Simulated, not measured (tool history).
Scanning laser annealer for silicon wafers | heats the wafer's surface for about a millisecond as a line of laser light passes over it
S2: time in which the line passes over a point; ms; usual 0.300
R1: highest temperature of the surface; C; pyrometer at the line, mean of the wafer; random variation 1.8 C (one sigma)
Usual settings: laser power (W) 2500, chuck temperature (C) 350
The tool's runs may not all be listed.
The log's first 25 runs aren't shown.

{"run": 26, "hour": 190.0, "laser power (W)": 2674, "S2": 0.378, "chuck temperature (C)": 350, "R1": 1224}
{"run": 27, "hour": 198.5, "laser power (W)": 2157, "S2": 0.283, "chuck temperature (C)": 319, "R1": 887}
{"run": 28, "hour": 206.3, "laser power (W)": 2157, "S2": 0.283, "chuck temperature (C)": 389, "R1": 954}
{"run": 29, "hour": 215.8, "laser power (W)": 2500, "S2": 0.292, "chuck temperature (C)": 334, "R1": 1024}
{"run": 30, "hour": 226.9, "laser power (W)": 2474, "S2": 0.292, "chuck temperature (C)": 376, "R1": 1058}
{"run": 31, "hour": 237.2, "laser power (W)": 2474, "S2": 0.292, "chuck temperature (C)": 376, "R1": 1056}
{"run": 32, "hour": 247.8, "laser power (W)": 2500, "S2": 0.3, "chuck temperature (C)": 362, "R1": 1063}
{"run": 33, "hour": 258.3, "laser power (W)": 2500, "S2": 0.3, "chuck temperature (C)": 362, "R1": 1061}
{"run": 34, "hour": 269.8, "laser power (W)": 2500, "S2": 0.308, "chuck temperature (C)": 362, "R1": 1072}
{"run": 35, "hour": 277.7, "laser power (W)": 2500, "S2": 0.3, "chuck temperature (C)": 364, "R1": 1060}
{"run": 36, "hour": 284.5, "laser power (W)": 2171, "S2": 0.333, "chuck temperature (C)": 357, "R1": 986}
{"run": 37, "hour": 294.3, "laser power (W)": 2719, "S2": 0.3, "chuck temperature (C)": 367, "R1": 1139}
{"run": 38, "hour": 303.0, "laser power (W)": 2206, "S2": 0.252, "chuck temperature (C)": 340, "R1": 881}
{"run": 39, "hour": 311.4, "laser power (W)": 2206, "S2": 0.324, "chuck temperature (C)": 380, "R1": 1010}
{"run": 40, "hour": 321.0, "laser power (W)": 2130, "S2": 0.238, "chuck temperature (C)": 361, "R1": 862}
{"run": 41, "hour": 329.4, "laser power (W)": 2130, "S2": 0.238, "chuck temperature (C)": 361, "R1": 861}

4 ways to go on from here, each from the tool as it stands after run 41. What would each give?
{"run": "A", "hour": 334.5, "laser power (W)": 2547, "S2": 0.238, "chuck temperature (C)": 361, "R1": "?"}
{"run": "B", "hour": 334.5, "laser power (W)": 2537, "S2": 0.362, "chuck temperature (C)": 361, "R1": "?"}
{"run": "C", "hour": 334.5, "laser power (W)": 2488, "S2": 0.343, "chuck temperature (C)": 376, "R1": "?"}
{"run": "D", "hour": 334.5, "laser power (W)": 2703, "S2": 0.238, "chuck temperature (C)": 361, "R1": "?"}

run=A R1=982
run=B R1=1150
run=C R1=1124
run=D R1=1026
Without the tool's hidden state the same runs would have given:
run=A R1=1007
run=B R1=1181
run=C R1=1154
run=D R1=1053
